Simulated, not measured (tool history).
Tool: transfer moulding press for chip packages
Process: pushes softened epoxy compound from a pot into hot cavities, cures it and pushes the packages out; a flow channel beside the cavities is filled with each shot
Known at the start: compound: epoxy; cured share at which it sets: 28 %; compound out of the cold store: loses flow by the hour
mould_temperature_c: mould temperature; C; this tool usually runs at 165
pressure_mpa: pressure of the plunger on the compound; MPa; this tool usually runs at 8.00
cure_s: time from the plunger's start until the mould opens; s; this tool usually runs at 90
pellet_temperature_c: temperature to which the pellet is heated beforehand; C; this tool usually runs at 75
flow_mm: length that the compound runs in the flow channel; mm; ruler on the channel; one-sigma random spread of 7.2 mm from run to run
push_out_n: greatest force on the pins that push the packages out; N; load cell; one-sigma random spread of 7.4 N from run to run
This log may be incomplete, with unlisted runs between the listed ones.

run   hour  mould_temperature_c  pressure_mpa  cure_s  pellet_temperature_c  incoming compound's hours out of the cold store  flow_mm  push_out_n
  1    0.0                  165          8.00      90                    75                                             15.1      894         319
      34.2  -- cavities cleaned with cleaning compound and waxed
  2   38.2                  165          8.00      90                    75                                             33.8      820         312
  3   72.7                  162          8.00      90                    75                                             24.9      858         357
      87.0  -- cavities cleaned with cleaning compound and waxed
      97.0  -- plunger's sealing rings changed
  4  113.8                  162          8.00      90                    75                                             39.9      814         361
     143.2  -- cavities cleaned with cleaning compound and waxed
  5  145.7                  165          8.00      90                    75                                             16.3      890         304
  6  171.8                  165          8.00      90                    75                                             29.9      825         318
     197.7  -- cavities cleaned with cleaning compound and waxed
  7  222.0                  165          8.00      90                    75                                             12.5      904         328
     252.7  -- cavities cleaned with cleaning compound and waxed
  8  256.1                  165          8.00      90                    75                                             20.2      864         309
     304.8  -- cavities cleaned with cleaning compound and waxed
  9  304.8                  165          8.00      90                    81                                             35.4      801         305
 10  325.7                  165          8.00      90                    81                                             26.3      835         320
     357.5  -- cavities cleaned with cleaning compound and waxed
 11  369.0                  165          8.00      90                    81                                             13.8      894         314
 12  399.3                  165          8.00     102                    81                                             21.2      865         295
     413.1  -- cavities cleaned with cleaning compound and waxed
 13  447.3                  165          8.00     102                    81                                             17.0      879         295
     459.5  -- plunger's sealing rings changed
     471.3  -- cavities cleaned with cleaning compound and waxed
 14  490.2                  165          8.00     102                    81                                             15.1      872         279
 15  512.4                  165          8.70      84                    75                                             40.3      839         332
     525.4  -- cavities cleaned with cleaning compound and waxed
 16  540.6                  165          8.70      84                    75                                             20.3      909         344
 17  569.2                  165          8.76      90                    79                                             11.2      945         330
     578.3  -- cavities cleaned with cleaning compound and waxed
 18  600.6                  166          8.76      90                    79                                             44.5      803         293
     631.0  -- cavities cleaned with cleaning compound and waxed
 19  651.1                  165          7.17      90                    82                                             25.9      788         308
     670.7  -- mould's thermocouples calibrated
 20  678.4                  165          7.31      80                    79                                             10.2      854         362
     685.5  -- cavities cleaned with cleaning compound and waxed
 21  730.1                  165          6.03      80                    70                                             15.2      761         376
     741.0  -- cavities cleaned with cleaning compound and waxed
 22  753.9                  165          7.21     129                    75                                             38.1      751         289
 23  787.2                  165          8.08      90                    83                                             41.0      793         293
     795.1  -- cavities cleaned with cleaning compound and waxed
 24  813.3                  165          8.08      90                    83                                             17.3      888         304
     827.1  -- plunger's sealing rings changed
 25  844.3                  168          9.65     101                    75                                              9.0      979         289
     853.7  -- cavities cleaned with cleaning compound and waxed
 26  893.8                  168          6.93     129                    75                                             28.8      759         275
     906.1  -- cavities cleaned with cleaning compound and waxed
 27  927.4                  168          6.93     129                    75                                             45.0      707         282

Alternative continuations, all from the tool just after run 27; predict every row:
     958.7  -- cavities cleaned with cleaning compound and waxed
  A  970.6                  168          6.93     108                    75                                             47.3        ?           ?
     958.7  -- cavities cleaned with cleaning compound and waxed
  B  970.6                  164          6.72      84                    75                                              8.4        ?           ?
     958.7  -- cavities cleaned with cleaning compound and waxed
  C  970.6                  168          8.05     129                    75                                             32.4        ?           ?

run  flow_mm  push_out_n
  A      710         270
  B      840         367
  C      807         274
Had the tool no hidden state, the same runs would have come out as:
run  flow_mm  push_out_n
  A      710         269
  B      840         365
  C      808         273
